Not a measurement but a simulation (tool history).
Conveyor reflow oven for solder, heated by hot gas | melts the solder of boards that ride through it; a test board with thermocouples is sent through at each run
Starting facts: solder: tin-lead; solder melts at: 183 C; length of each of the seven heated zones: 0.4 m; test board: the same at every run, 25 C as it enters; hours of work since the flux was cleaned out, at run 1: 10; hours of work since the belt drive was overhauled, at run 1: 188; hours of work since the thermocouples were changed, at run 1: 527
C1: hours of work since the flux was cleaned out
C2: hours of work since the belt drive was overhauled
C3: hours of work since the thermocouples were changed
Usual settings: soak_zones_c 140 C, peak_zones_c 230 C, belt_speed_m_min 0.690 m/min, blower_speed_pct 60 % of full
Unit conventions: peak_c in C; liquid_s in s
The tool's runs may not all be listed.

run 1 hour=0.0 | soak_zones_c=140 peak_zones_c=230 belt_speed_m_min=0.690 blower_speed_pct=60 | C1=10 C2=188 C3=527 | peak_c=212.7 liquid_s=49.1
run 2 hour=7.6 | soak_zones_c=140 peak_zones_c=230 belt_speed_m_min=0.690 blower_speed_pct=60 | C1=16 C2=194 C3=532 | peak_c=212.9 liquid_s=49.0
run 3 hour=15.4 | soak_zones_c=140 peak_zones_c=230 belt_speed_m_min=0.690 blower_speed_pct=60 | C1=21 C2=200 C3=538 | peak_c=212.7 liquid_s=49.0
run 4 hour=25.0 | soak_zones_c=140 peak_zones_c=230 belt_speed_m_min=0.690 blower_speed_pct=60 | C1=29 C2=207 C3=546 | peak_c=212.9 liquid_s=49.0
run 5 hour=33.8 | soak_zones_c=140 peak_zones_c=230 belt_speed_m_min=0.690 blower_speed_pct=60 | C1=35 C2=214 C3=552 | peak_c=212.8 liquid_s=49.2
run 6 hour=42.2 | soak_zones_c=140 peak_zones_c=230 belt_speed_m_min=0.690 blower_speed_pct=60 | C1=42 C2=220 C3=559 | peak_c=212.7 liquid_s=49.1
run 7 hour=48.1 | soak_zones_c=140 peak_zones_c=230 belt_speed_m_min=0.776 blower_speed_pct=60 | C1=46 C2=225 C3=563 | peak_c=208.7 liquid_s=39.7
run 8 hour=56.4 | soak_zones_c=140 peak_zones_c=233 belt_speed_m_min=0.690 blower_speed_pct=60 | C1=53 C2=231 C3=569 | peak_c=215.1 liquid_s=51.2
run 9 hour=65.2 | soak_zones_c=140 peak_zones_c=233 belt_speed_m_min=0.690 blower_speed_pct=60 | C1=59 C2=238 C3=576 | peak_c=215.4 liquid_s=51.2
run 10 hour=72.7 | soak_zones_c=140 peak_zones_c=233 belt_speed_m_min=0.690 blower_speed_pct=60 | C1=65 C2=243 C3=582 | peak_c=215.5 liquid_s=51.2
run 11 hour=80.4 | soak_zones_c=140 peak_zones_c=233 belt_speed_m_min=0.690 blower_speed_pct=60 | C1=71 C2=249 C3=588 | peak_c=215.5 liquid_s=51.0
run 12 hour=85.3 | soak_zones_c=140 peak_zones_c=233 belt_speed_m_min=0.690 blower_speed_pct=60 | C1=75 C2=253 C3=591 | peak_c=215.4 liquid_s=51.2
run 13 hour=93.2 | soak_zones_c=140 peak_zones_c=233 belt_speed_m_min=0.690 blower_speed_pct=85 | C1=81 C2=259 C3=597 | peak_c=220.3 liquid_s=55.2
run 14 hour=101.7 | soak_zones_c=140 peak_zones_c=230 belt_speed_m_min=0.690 blower_speed_pct=60 | C1=87 C2=265 C3=604 | peak_c=212.9 liquid_s=49.1
run 15 hour=110.0 | soak_zones_c=140 peak_zones_c=240 belt_speed_m_min=0.690 blower_speed_pct=62 | C1=93 C2=272 C3=610 | peak_c=221.9 liquid_s=55.5
-- hour=119.8 thermocouples of zones 6 and 7 changed
run 16 hour=122.4 | soak_zones_c=140 peak_zones_c=228 belt_speed_m_min=0.552 blower_speed_pct=60 | C1=101 C2=280 C3=2 | peak_c=217.0 liquid_s=67.6
run 17 hour=128.8 | soak_zones_c=140 peak_zones_c=232 belt_speed_m_min=0.552 blower_speed_pct=60 | C1=106 C2=284 C3=7 | peak_c=220.8 liquid_s=70.0
run 18 hour=137.6 | soak_zones_c=140 peak_zones_c=230 belt_speed_m_min=0.617 blower_speed_pct=60 | C1=113 C2=291 C3=14 | peak_c=216.1 liquid_s=58.5
run 19 hour=147.6 | soak_zones_c=140 peak_zones_c=238 belt_speed_m_min=0.690 blower_speed_pct=60 | C1=120 C2=299 C3=21 | peak_c=219.6 liquid_s=54.0
run 20 hour=155.6 | soak_zones_c=140 peak_zones_c=238 belt_speed_m_min=0.690 blower_speed_pct=60 | C1=127 C2=305 C3=27 | peak_c=219.6 liquid_s=53.9
run 21 hour=166.9 | soak_zones_c=137 peak_zones_c=219 belt_speed_m_min=0.616 blower_speed_pct=73 | C1=135 C2=313 C3=36 | peak_c=208.3 liquid_s=51.8
run 22 hour=177.3 | soak_zones_c=150 peak_zones_c=233 belt_speed_m_min=0.690 blower_speed_pct=60 | C1=143 C2=321 C3=44 | peak_c=217.2 liquid_s=56.2
run 23 hour=183.5 | soak_zones_c=150 peak_zones_c=233 belt_speed_m_min=0.690 blower_speed_pct=60 | C1=148 C2=326 C3=48 | peak_c=217.1 liquid_s=56.1
run 24 hour=191.9 | soak_zones_c=135 peak_zones_c=233 belt_speed_m_min=0.651 blower_speed_pct=53 | C1=154 C2=332 C3=55 | peak_c=214.5 liquid_s=51.4
run 25 hour=196.8 | soak_zones_c=135 peak_zones_c=233 belt_speed_m_min=0.651 blower_speed_pct=53 | C1=158 C2=336 C3=59 | peak_c=214.4 liquid_s=51.6
run 26 hour=205.7 | soak_zones_c=154 peak_zones_c=228 belt_speed_m_min=0.685 blower_speed_pct=71 | C1=165 C2=343 C3=65 | peak_c=216.0 liquid_s=57.9
run 27 hour=216.3 | soak_zones_c=154 peak_zones_c=228 belt_speed_m_min=0.685 blower_speed_pct=71 | C1=173 C2=351 C3=73 | peak_c=216.2 liquid_s=58.0
run 28 hour=221.4 | soak_zones_c=153 peak_zones_c=218 belt_speed_m_min=0.649 blower_speed_pct=66 | C1=177 C2=355 C3=77 | peak_c=207.5 liquid_s=54.2

Predict each of these 5 candidate next runs independently; none follows another, all start after run 28:
run A hour=231.1 | soak_zones_c=130 peak_zones_c=218 belt_speed_m_min=0.649 blower_speed_pct=83 | C1=184 C2=362 C3=85 | peak_c=? liquid_s=?
run B hour=231.1 | soak_zones_c=142 peak_zones_c=243 belt_speed_m_min=0.649 blower_speed_pct=82 | C1=184 C2=362 C3=85 | peak_c=? liquid_s=?
run C hour=231.1 | soak_zones_c=142 peak_zones_c=218 belt_speed_m_min=0.652 blower_speed_pct=66 | C1=184 C2=362 C3=85 | peak_c=? liquid_s=?
run D hour=231.1 | soak_zones_c=127 peak_zones_c=222 belt_speed_m_min=0.605 blower_speed_pct=66 | C1=184 C2=362 C3=85 | peak_c=? liquid_s=?
run E hour=231.1 | soak_zones_c=153 peak_zones_c=221 belt_speed_m_min=0.692 blower_speed_pct=66 | C1=184 C2=362 C3=85 | peak_c=? liquid_s=?

run=A peak_c=206.6 liquid_s=45.3
run=B peak_c=230.8 liquid_s=65.5
run=C peak_c=205.8 liquid_s=47.3
run=D peak_c=208.8 liquid_s=49.7
run=E peak_c=208.9 liquid_s=51.2
With no hidden state in the tool, these same runs would have given:
run=A peak_c=206.6 liquid_s=45.3
run=B peak_c=230.8 liquid_s=65.5
run=C peak_c=205.8 liquid_s=47.3
run=D peak_c=208.8 liquid_s=49.7
run=E peak_c=208.9 liquid_s=51.2
